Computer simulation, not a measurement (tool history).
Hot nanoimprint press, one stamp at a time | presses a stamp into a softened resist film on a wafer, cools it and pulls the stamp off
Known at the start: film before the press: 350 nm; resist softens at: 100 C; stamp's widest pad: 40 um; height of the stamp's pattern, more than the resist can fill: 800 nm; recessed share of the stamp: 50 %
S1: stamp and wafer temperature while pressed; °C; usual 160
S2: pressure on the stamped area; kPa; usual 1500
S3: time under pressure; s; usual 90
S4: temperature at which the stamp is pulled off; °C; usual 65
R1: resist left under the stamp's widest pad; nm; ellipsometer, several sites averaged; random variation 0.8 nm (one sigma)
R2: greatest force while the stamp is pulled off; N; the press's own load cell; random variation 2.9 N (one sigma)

{"run": 1, "hour": 0.0, "S1": 160, "S2": 1500, "S3": 90, "S4": 65, "R1": 198.8, "R2": 173}
{"run": 2, "hour": 9.3, "S1": 160, "S2": 1500, "S3": 90, "S4": 65, "R1": 198.4, "R2": 186}
{"run": 3, "hour": 18.8, "S1": 160, "S2": 1500, "S3": 90, "S4": 65, "R1": 198.8, "R2": 187}
{"run": 4, "hour": 32.3, "S1": 160, "S2": 1500, "S3": 90, "S4": 65, "R1": 198.0, "R2": 185}
{"run": 5, "hour": 44.6, "S1": 160, "S2": 1500, "S3": 90, "S4": 65, "R1": 199.2, "R2": 199}
{"run": 6, "hour": 55.8, "S1": 160, "S2": 1500, "S3": 90, "S4": 65, "R1": 199.3, "R2": 197}
{"run": 7, "hour": 67.5, "S1": 160, "S2": 1500, "S3": 90, "S4": 65, "R1": 199.3, "R2": 188}
{"run": 8, "hour": 76.3, "S1": 160, "S2": 1500, "S3": 90, "S4": 61, "R1": 200.0, "R2": 216}
{"run": 9, "hour": 90.4, "S1": 160, "S2": 1500, "S3": 90, "S4": 65, "R1": 200.6, "R2": 195}
{"run": 10, "hour": 96.5, "S1": 160, "S2": 910, "S3": 90, "S4": 65, "R1": 239.3, "R2": 196}
{"run": 11, "hour": 104.7, "S1": 160, "S2": 910, "S3": 90, "S4": 65, "R1": 239.6, "R2": 194}
{"run": 12, "hour": 116.6, "S1": 160, "S2": 910, "S3": 90, "S4": 65, "R1": 240.5, "R2": 203}
{"run": 13, "hour": 123.5, "S1": 160, "S2": 910, "S3": 90, "S4": 57, "R1": 240.1, "R2": 247}
{"run": 14, "hour": 135.8, "S1": 160, "S2": 910, "S3": 90, "S4": 57, "R1": 242.7, "R2": 242}
{"run": 15, "hour": 149.3, "S1": 160, "S2": 910, "S3": 90, "S4": 57, "R1": 239.5, "R2": 244}
{"run": 16, "hour": 160.3, "S1": 160, "S2": 910, "S3": 90, "S4": 57, "R1": 240.5, "R2": 260}
{"run": 17, "hour": 171.4, "S1": 165, "S2": 1500, "S3": 90, "S4": 56, "R1": 151.7, "R2": 264}
{"run": 18, "hour": 185.7, "S1": 165, "S2": 1500, "S3": 90, "S4": 56, "R1": 152.2, "R2": 261}
{"run": 19, "hour": 193.4, "S1": 152, "S2": 1500, "S3": 90, "S4": 66, "R1": 290.2, "R2": 203}
{"run": 20, "hour": 206.9, "S1": 152, "S2": 1840, "S3": 90, "S4": 59, "R1": 274.3, "R2": 252}
{"run": 21, "hour": 220.9, "S1": 148, "S2": 1840, "S3": 90, "S4": 59, "R1": 309.7, "R2": 247}
{"run": 22, "hour": 228.6, "S1": 148, "S2": 1450, "S3": 90, "S4": 68, "R1": 319.9, "R2": 203}
{"run": 23, "hour": 236.1, "S1": 171, "S2": 980, "S3": 90, "S4": 65, "R1": 132.1, "R2": 225}
{"run": 24, "hour": 248.1, "S1": 171, "S2": 980, "S3": 90, "S4": 65, "R1": 131.5, "R2": 220}
{"run": 25, "hour": 257.0, "S1": 171, "S2": 980, "S3": 90, "S4": 65, "R1": 132.2, "R2": 231}
{"hour": 263.7, "done": "plate thermocouple calibrated"}
{"run": 26, "hour": 267.5, "S1": 168, "S2": 980, "S3": 90, "S4": 56, "R1": 146.1, "R2": 271}
{"run": 27, "hour": 274.8, "S1": 150, "S2": 980, "S3": 45, "S4": 56, "R1": 330.6, "R2": 268}
{"run": 28, "hour": 281.8, "S1": 150, "S2": 980, "S3": 45, "S4": 56, "R1": 330.2, "R2": 275}
{"run": 29, "hour": 290.6, "S1": 156, "S2": 1500, "S3": 90, "S4": 67, "R1": 237.1, "R2": 211}
{"run": 30, "hour": 300.8, "S1": 149, "S2": 1500, "S3": 128, "S4": 67, "R1": 289.3, "R2": 206}
{"run": 31, "hour": 307.8, "S1": 160, "S2": 1720, "S3": 84, "S4": 65, "R1": 184.6, "R2": 230}

3 ways to go on from here, each from the tool as it stands after run 31. What would each give?
{"run": "A", "hour": 318.7, "S1": 160, "S2": 1030, "S3": 84, "S4": 59, "R1": "?", "R2": "?"}
{"run": "B", "hour": 318.7, "S1": 154, "S2": 1720, "S3": 101, "S4": 73, "R1": "?", "R2": "?"}
{"run": "C", "hour": 318.7, "S1": 151, "S2": 1500, "S3": 66, "S4": 61, "R1": "?", "R2": "?"}

run=A R1=225.1 R2=262
run=B R1=241.2 R2=180
run=C R1=304.0 R2=249
Without the tool's hidden state the same runs would have given:
run=A R1=223.4 R2=162
run=B R1=239.0 R2=111
run=C R1=302.6 R2=154
